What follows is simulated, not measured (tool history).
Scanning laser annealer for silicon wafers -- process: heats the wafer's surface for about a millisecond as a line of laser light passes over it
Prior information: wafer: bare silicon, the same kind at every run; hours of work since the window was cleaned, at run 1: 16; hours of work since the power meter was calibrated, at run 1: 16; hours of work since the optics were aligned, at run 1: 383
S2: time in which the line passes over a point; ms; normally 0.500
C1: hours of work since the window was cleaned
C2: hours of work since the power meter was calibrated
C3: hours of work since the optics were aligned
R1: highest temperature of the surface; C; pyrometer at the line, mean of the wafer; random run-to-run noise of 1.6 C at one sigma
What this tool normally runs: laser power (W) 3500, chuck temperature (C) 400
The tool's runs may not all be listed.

{"run": 1, "day": 0.0, "laser power (W)": 3500, "S2": 0.5, "chuck temperature (C)": 400, "C1": 16, "C2": 16, "C3": 383, "R1": 1216}
{"run": 2, "day": 3.404, "laser power (W)": 3500, "S2": 0.5, "chuck temperature (C)": 400, "C1": 65, "C2": 65, "C3": 432, "R1": 1214}
{"run": 3, "day": 5.154, "laser power (W)": 3500, "S2": 0.5, "chuck temperature (C)": 400, "C1": 90, "C2": 90, "C3": 457, "R1": 1210}
{"run": 4, "day": 8.333, "laser power (W)": 3500, "S2": 0.5, "chuck temperature (C)": 400, "C1": 136, "C2": 136, "C3": 503, "R1": 1209}
{"run": 5, "day": 10.792, "laser power (W)": 3500, "S2": 0.5, "chuck temperature (C)": 400, "C1": 171, "C2": 171, "C3": 538, "R1": 1206}
{"run": 6, "day": 13.446, "laser power (W)": 3500, "S2": 0.5, "chuck temperature (C)": 400, "C1": 209, "C2": 209, "C3": 576, "R1": 1206}
{"run": 7, "day": 16.95, "laser power (W)": 3500, "S2": 0.5, "chuck temperature (C)": 394, "C1": 259, "C2": 259, "C3": 626, "R1": 1198}
{"run": 8, "day": 20.454, "laser power (W)": 3500, "S2": 0.5, "chuck temperature (C)": 394, "C1": 310, "C2": 310, "C3": 677, "R1": 1194}
{"run": 9, "day": 23.404, "laser power (W)": 3500, "S2": 0.5, "chuck temperature (C)": 394, "C1": 352, "C2": 352, "C3": 719, "R1": 1193}
{"run": 10, "day": 26.425, "laser power (W)": 3500, "S2": 0.5, "chuck temperature (C)": 394, "C1": 395, "C2": 395, "C3": 762, "R1": 1191}
{"run": 11, "day": 28.454, "laser power (W)": 3500, "S2": 0.5, "chuck temperature (C)": 427, "C1": 424, "C2": 424, "C3": 791, "R1": 1223}
{"day": 28.846, "done": "optics aligned, line set to its width"}
{"run": 12, "day": 30.375, "laser power (W)": 3500, "S2": 0.5, "chuck temperature (C)": 427, "C1": 449, "C2": 449, "C3": 22, "R1": 1239}
{"run": 13, "day": 32.867, "laser power (W)": 3500, "S2": 0.5, "chuck temperature (C)": 387, "C1": 485, "C2": 485, "C3": 58, "R1": 1198}
{"run": 14, "day": 36.521, "laser power (W)": 3825, "S2": 0.5, "chuck temperature (C)": 400, "C1": 537, "C2": 537, "C3": 110, "R1": 1284}
{"run": 15, "day": 39.142, "laser power (W)": 3825, "S2": 0.5, "chuck temperature (C)": 400, "C1": 575, "C2": 575, "C3": 148, "R1": 1282}
{"run": 16, "day": 41.746, "laser power (W)": 3825, "S2": 0.5, "chuck temperature (C)": 418, "C1": 612, "C2": 612, "C3": 185, "R1": 1299}
{"run": 17, "day": 44.629, "laser power (W)": 3500, "S2": 0.443, "chuck temperature (C)": 400, "C1": 653, "C2": 653, "C3": 226, "R1": 1147}
{"run": 18, "day": 47.017, "laser power (W)": 3500, "S2": 0.5, "chuck temperature (C)": 400, "C1": 688, "C2": 688, "C3": 261, "R1": 1199}
{"run": 19, "day": 50.708, "laser power (W)": 3500, "S2": 0.5, "chuck temperature (C)": 400, "C1": 740, "C2": 740, "C3": 314, "R1": 1199}
{"run": 20, "day": 54.492, "laser power (W)": 3500, "S2": 0.5, "chuck temperature (C)": 365, "C1": 795, "C2": 795, "C3": 368, "R1": 1159}
{"run": 21, "day": 56.85, "laser power (W)": 3707, "S2": 0.462, "chuck temperature (C)": 400, "C1": 829, "C2": 829, "C3": 402, "R1": 1205}
{"run": 22, "day": 59.538, "laser power (W)": 3771, "S2": 0.494, "chuck temperature (C)": 430, "C1": 867, "C2": 867, "C3": 440, "R1": 1278}
{"run": 23, "day": 63.112, "laser power (W)": 3263, "S2": 0.5, "chuck temperature (C)": 404, "C1": 918, "C2": 918, "C3": 492, "R1": 1138}
{"day": 63.583, "done": "window over the wafer cleaned"}
{"run": 24, "day": 65.554, "laser power (W)": 3703, "S2": 0.5, "chuck temperature (C)": 404, "C1": 28, "C2": 952, "C3": 525, "R1": 1261}
{"run": 25, "day": 67.392, "laser power (W)": 3703, "S2": 0.5, "chuck temperature (C)": 404, "C1": 55, "C2": 979, "C3": 552, "R1": 1264}
{"run": 26, "day": 68.979, "laser power (W)": 3131, "S2": 0.361, "chuck temperature (C)": 401, "C1": 77, "C2": 1001, "C3": 575, "R1": 1000}
{"run": 27, "day": 71.221, "laser power (W)": 3516, "S2": 0.5, "chuck temperature (C)": 368, "C1": 110, "C2": 1034, "C3": 607, "R1": 1179}
{"run": 28, "day": 74.638, "laser power (W)": 3516, "S2": 0.5, "chuck temperature (C)": 368, "C1": 159, "C2": 1083, "C3": 656, "R1": 1175}
{"run": 29, "day": 76.7, "laser power (W)": 3379, "S2": 0.393, "chuck temperature (C)": 416, "C1": 188, "C2": 1112, "C3": 685, "R1": 1089}
{"run": 30, "day": 80.033, "laser power (W)": 3344, "S2": 0.5, "chuck temperature (C)": 400, "C1": 236, "C2": 1160, "C3": 733, "R1": 1161}
{"run": 31, "day": 82.438, "laser power (W)": 3652, "S2": 0.5, "chuck temperature (C)": 400, "C1": 270, "C2": 1194, "C3": 768, "R1": 1235}
{"day": 84.75, "done": "optics aligned, line set to its width"}
{"run": 32, "day": 85.217, "laser power (W)": 3298, "S2": 0.49, "chuck temperature (C)": 400, "C1": 307, "C2": 1231, "C3": 7, "R1": 1159}
{"run": 33, "day": 87.892, "laser power (W)": 3298, "S2": 0.49, "chuck temperature (C)": 400, "C1": 346, "C2": 1270, "C3": 45, "R1": 1155}
{"run": 34, "day": 91.683, "laser power (W)": 3298, "S2": 0.494, "chuck temperature (C)": 400, "C1": 400, "C2": 1324, "C3": 99, "R1": 1154}
{"run": 35, "day": 94.462, "laser power (W)": 3298, "S2": 0.494, "chuck temperature (C)": 400, "C1": 440, "C2": 1364, "C3": 139, "R1": 1154}
{"run": 36, "day": 98.279, "laser power (W)": 3590, "S2": 0.494, "chuck temperature (C)": 390, "C1": 495, "C2": 1419, "C3": 194, "R1": 1212}
{"run": 37, "day": 101.725, "laser power (W)": 3590, "S2": 0.494, "chuck temperature (C)": 390, "C1": 544, "C2": 1468, "C3": 244, "R1": 1212}
{"run": 38, "day": 103.717, "laser power (W)": 3500, "S2": 0.5, "chuck temperature (C)": 392, "C1": 573, "C2": 1497, "C3": 272, "R1": 1194}
{"run": 39, "day": 105.538, "laser power (W)": 3025, "S2": 0.5, "chuck temperature (C)": 390, "C1": 599, "C2": 1523, "C3": 298, "R1": 1078}
{"run": 40, "day": 109.188, "laser power (W)": 3749, "S2": 0.5, "chuck temperature (C)": 366, "C1": 651, "C2": 1575, "C3": 351, "R1": 1226}

Here are 4 independent what-if runs from the current tool condition. What would each one return?
{"run": "A", "day": 111.946, "laser power (W)": 3778, "S2": 0.617, "chuck temperature (C)": 419, "C1": 691, "C2": 1615, "C3": 390, "R1": "?"}
{"run": "B", "day": 111.946, "laser power (W)": 3606, "S2": 0.371, "chuck temperature (C)": 385, "C1": 691, "C2": 1615, "C3": 390, "R1": "?"}
{"run": "C", "day": 111.946, "laser power (W)": 3749, "S2": 0.5, "chuck temperature (C)": 406, "C1": 691, "C2": 1615, "C3": 390, "R1": "?"}
{"run": "D", "day": 111.946, "laser power (W)": 3749, "S2": 0.567, "chuck temperature (C)": 390, "C1": 691, "C2": 1615, "C3": 390, "R1": "?"}

run=A R1=1392
run=B R1=1081
run=C R1=1262
run=D R1=1310
Had the tool no hidden state, the same runs would have come out as:
run=A R1=1430
run=B R1=1108
run=C R1=1296
run=D R1=1346
